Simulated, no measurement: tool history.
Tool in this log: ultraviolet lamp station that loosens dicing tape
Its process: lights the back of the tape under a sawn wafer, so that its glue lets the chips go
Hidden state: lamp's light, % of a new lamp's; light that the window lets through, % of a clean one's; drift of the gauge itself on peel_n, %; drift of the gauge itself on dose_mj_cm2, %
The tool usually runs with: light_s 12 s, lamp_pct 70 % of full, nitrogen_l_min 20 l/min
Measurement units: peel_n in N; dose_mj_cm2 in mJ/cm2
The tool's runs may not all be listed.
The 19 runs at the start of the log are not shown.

| run | hour | light_s | lamp_pct | nitrogen_l_min | hours of work of the lamp | hours of work since the window was cleaned | peel_n | dose_mj_cm2 |
|---|---|---|---|---|---|---|---|---|
| 20 | 229.2 | 12 | 70 | 20 | 584 | 30 | 0.338 | 367 |
| 21 | 244.4 | 12 | 70 | 20 | 593 | 39 | 0.358 | 362 |
| 22 | 257.4 | 17 | 80 | 6 | 601 | 47 | 0.261 | 592 |
| 23 | 275.0 | 17 | 80 | 6 | 612 | 58 | 0.272 | 588 |
| 24 | 291.7 | 17 | 80 | 6 | 623 | 69 | 0.268 | 581 |
| 25 | 299.3 | 17 | 80 | 6 | 628 | 74 | 0.274 | 581 |
| 26 | 310.2 | 17 | 80 | 6 | 634 | 80 | 0.279 | 575 |
| 27 | 328.2 | 17 | 80 | 6 | 646 | 92 | 0.280 | 573 |
| 28 | 340.7 | 12 | 60 | 14 | 653 | 99 | 0.581 | 304 |
| 29 | 350.7 | 12 | 82 | 17 | 660 | 106 | 0.294 | 410 |
| 30 | 360.9 | 20 | 81 | 17 | 666 | 112 | 0.137 | 675 |
| 31 | 374.2 | 10 | 82 | 25 | 674 | 120 | 0.371 | 339 |
| 32 | 389.4 | 23 | 82 | 15 | 684 | 130 | 0.120 | 780 |

Run 33 is up next; what results do you expect?
| 33 | 406.2 | 11 | 62 | 30 | 694 | 140 | ? | ? |

Run 33 came out at peel_n 0.489 N, dose_mj_cm2 281 mJ/cm2.
Take away the tool's hidden state, keep the run-to-run variation as it was, and the same run would have given peel_n 0.266 N, dose_mj_cm2 389 mJ/cm2.
